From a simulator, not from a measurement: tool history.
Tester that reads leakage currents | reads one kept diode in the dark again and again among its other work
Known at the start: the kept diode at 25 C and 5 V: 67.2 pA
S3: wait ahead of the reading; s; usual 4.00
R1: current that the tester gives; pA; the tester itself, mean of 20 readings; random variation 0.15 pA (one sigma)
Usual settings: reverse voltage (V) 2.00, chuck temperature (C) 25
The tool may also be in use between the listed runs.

run 1 hour=0.0 | reverse_voltage_(V)=2.00 chuck_temperature_(C)=25 S3=4.00 | R1=51.81
run 2 hour=122.2 | reverse_voltage_(V)=2.00 chuck_temperature_(C)=25 S3=4.91 | R1=52.21
run 3 hour=278.1 | reverse_voltage_(V)=2.00 chuck_temperature_(C)=25 S3=4.00 | R1=52.86
run 4 hour=466.4 | reverse_voltage_(V)=2.00 chuck_temperature_(C)=25 S3=4.00 | R1=53.37
run 5 hour=603.6 | reverse_voltage_(V)=1.09 chuck_temperature_(C)=25 S3=4.00 | R1=43.21
run 6 hour=800.9 | reverse_voltage_(V)=1.70 chuck_temperature_(C)=25 S3=4.00 | R1=51.59
run 7 hour=986.7 | reverse_voltage_(V)=1.70 chuck_temperature_(C)=25 S3=4.00 | R1=52.24
run 8 hour=1224.4 | reverse_voltage_(V)=3.89 chuck_temperature_(C)=25 S3=4.00 | R1=69.42
run 9 hour=1385.3 | reverse_voltage_(V)=3.89 chuck_temperature_(C)=25 S3=4.00 | R1=70.21
run 10 hour=1527.3 | reverse_voltage_(V)=3.89 chuck_temperature_(C)=25 S3=4.00 | R1=70.97
run 11 hour=1686.5 | reverse_voltage_(V)=3.89 chuck_temperature_(C)=25 S3=4.00 | R1=71.77
run 12 hour=1827.1 | reverse_voltage_(V)=3.89 chuck_temperature_(C)=25 S3=4.00 | R1=72.08
run 13 hour=1977.2 | reverse_voltage_(V)=2.00 chuck_temperature_(C)=25 S3=4.00 | R1=57.18
run 14 hour=2093.8 | reverse_voltage_(V)=2.00 chuck_temperature_(C)=25 S3=4.00 | R1=57.73
run 15 hour=2241.0 | reverse_voltage_(V)=2.00 chuck_temperature_(C)=25 S3=4.00 | R1=57.99
run 16 hour=2444.5 | reverse_voltage_(V)=2.00 chuck_temperature_(C)=25 S3=0.96 | R1=59.50
run 17 hour=2689.4 | reverse_voltage_(V)=2.00 chuck_temperature_(C)=25 S3=0.96 | R1=50.07
run 18 hour=2807.2 | reverse_voltage_(V)=2.00 chuck_temperature_(C)=25 S3=0.96 | R1=50.33
run 19 hour=2975.7 | reverse_voltage_(V)=2.00 chuck_temperature_(C)=25 S3=4.00 | R1=50.12
run 20 hour=3208.5 | reverse_voltage_(V)=2.00 chuck_temperature_(C)=25 S3=4.00 | R1=50.83
run 21 hour=3422.7 | reverse_voltage_(V)=2.00 chuck_temperature_(C)=23 S3=0.54 | R1=45.35
run 22 hour=3572.5 | reverse_voltage_(V)=2.42 chuck_temperature_(C)=23 S3=5.70 | R1=48.07
run 23 hour=3805.1 | reverse_voltage_(V)=2.42 chuck_temperature_(C)=47 S3=5.70 | R1=283.13
run 24 hour=3991.8 | reverse_voltage_(V)=8.69 chuck_temperature_(C)=58 S3=7.59 | R1=944.97
run 25 hour=4101.7 | reverse_voltage_(V)=2.00 chuck_temperature_(C)=25 S3=4.00 | R1=53.93
run 26 hour=4226.6 | reverse_voltage_(V)=2.00 chuck_temperature_(C)=23 S3=1.24 | R1=46.81
run 27 hour=4468.8 | reverse_voltage_(V)=2.00 chuck_temperature_(C)=51 S3=3.15 | R1=358.88
run 28 hour=4684.7 | reverse_voltage_(V)=3.08 chuck_temperature_(C)=51 S3=3.15 | R1=426.50
run 29 hour=4898.9 | reverse_voltage_(V)=3.08 chuck_temperature_(C)=51 S3=3.54 | R1=430.09
run 30 hour=5013.1 | reverse_voltage_(V)=3.08 chuck_temperature_(C)=51 S3=3.54 | R1=434.58
run 31 hour=5221.4 | reverse_voltage_(V)=3.08 chuck_temperature_(C)=53 S3=3.54 | R1=495.94
run 32 hour=5466.7 | reverse_voltage_(V)=2.00 chuck_temperature_(C)=25 S3=1.15 | R1=57.24
run 33 hour=5603.1 | reverse_voltage_(V)=4.95 chuck_temperature_(C)=25 S3=3.02 | R1=80.31
run 34 hour=5737.2 | reverse_voltage_(V)=4.95 chuck_temperature_(C)=25 S3=3.02 | R1=80.90
run 35 hour=5895.6 | reverse_voltage_(V)=4.95 chuck_temperature_(C)=25 S3=3.02 | R1=68.68
run 36 hour=6037.9 | reverse_voltage_(V)=4.95 chuck_temperature_(C)=25 S3=3.02 | R1=68.90
run 37 hour=6192.8 | reverse_voltage_(V)=1.27 chuck_temperature_(C)=31 S3=4.00 | R1=66.70
run 38 hour=6306.5 | reverse_voltage_(V)=1.27 chuck_temperature_(C)=25 S3=0.79 | R1=42.75
run 39 hour=6523.1 | reverse_voltage_(V)=1.27 chuck_temperature_(C)=30 S3=0.67 | R1=63.42

Not shown: 6 entries that the log had between the listed runs. Between which runs, and how does the tool's hidden state differ before and after?
Between runs 7 and 8: probe card cleaned and baked (hour 1002.0); tester calibrated (hour 1168.8)
  stray current of the dirty probe card, pA a volt: 0.398 -> 0.043; current scale over the true one, %: 2.29 -> 0.05; true chuck temperature over the reading, C: 1.32 -> 1.5
  measured less the result without the state, R1: +6.80 -> +7.81 pA
Between runs 16 and 17: chuck's temperature calibrated (hour 2568.7)
  stray current of the dirty probe card, pA a volt: 0.156 -> 0.178; current scale over the true one, %: 0.71 -> 0.84; true chuck temperature over the reading, C: 2.39 -> 0.05
  measured less the result without the state, R1: +10.62 -> +0.92 pA
Between runs 30 and 31: probe card cleaned and baked (hour 5134.2)
  stray current of the dirty probe card, pA a volt: 0.403 -> 0.031; current scale over the true one, %: 2.08 -> 2.19; true chuck temperature over the reading, C: 1.77 -> 1.9
  measured less the result without the state, R1: +57.18 -> +67.68 pA
Between runs 31 and 32: tester calibrated (hour 5437.8)
  stray current of the dirty probe card, pA a volt: 0.031 -> 0.054; current scale over the true one, %: 2.19 -> -0.07; true chuck temperature over the reading, C: 1.9 -> 2.09
  measured less the result without the state, R1: +67.68 -> +8.61 pA
Between runs 34 and 35: chuck's temperature calibrated (hour 5860.2)
  stray current of the dirty probe card, pA a volt: 0.081 -> 0.096; current scale over the true one, %: 0.07 -> 0.16; true chuck temperature over the reading, C: 2.3 -> 0.06
  measured less the result without the state, R1: +13.57 -> +0.79 pA
